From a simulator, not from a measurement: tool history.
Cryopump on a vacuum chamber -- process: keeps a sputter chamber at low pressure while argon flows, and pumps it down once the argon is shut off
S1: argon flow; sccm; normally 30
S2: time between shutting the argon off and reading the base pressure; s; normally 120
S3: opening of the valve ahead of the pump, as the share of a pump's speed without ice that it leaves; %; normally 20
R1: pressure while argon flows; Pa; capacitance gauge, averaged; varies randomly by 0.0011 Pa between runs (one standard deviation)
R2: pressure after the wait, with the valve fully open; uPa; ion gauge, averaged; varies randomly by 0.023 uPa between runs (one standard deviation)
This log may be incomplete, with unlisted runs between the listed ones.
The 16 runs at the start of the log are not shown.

run	hour	S1	S2	S3	R1	R2
17	252.6	30	120	20	0.2615	1.67
18	274.5	30	120	20	0.2646	1.63
19	288.1	30	120	20	0.2648	1.7
20	309.1	30	219	20	0.263	1.48
21	321.3	42	142	41	0.1875	1.62
22	337.8	53	96	21	0.4479	1.8
23	359.7	53	96	21	0.4461	1.82
24	381.2	53	96	21	0.4498	1.83
25	403.2	30	99	52	0.1079	1.85
26	420.3	45	263	52	0.1633	1.53
27	433.6	30	34	20	0.2662	2.93
28	452.9	28	120	30	0.1697	1.79
29	466.4	40	120	30	0.2421	1.8
30	477.3	40	120	30	0.2433	1.81
31	497.7	35	128	20	0.3143	1.77

Run 32 comes next. What will it give?
32	520.5	20	67	47	?	?

Run 32 yielded R1 0.0809 Pa, R2 2.2 uPa.
With no hidden state in the tool, this same run would have given R1 0.0733 Pa, R2 1.13 uPa.
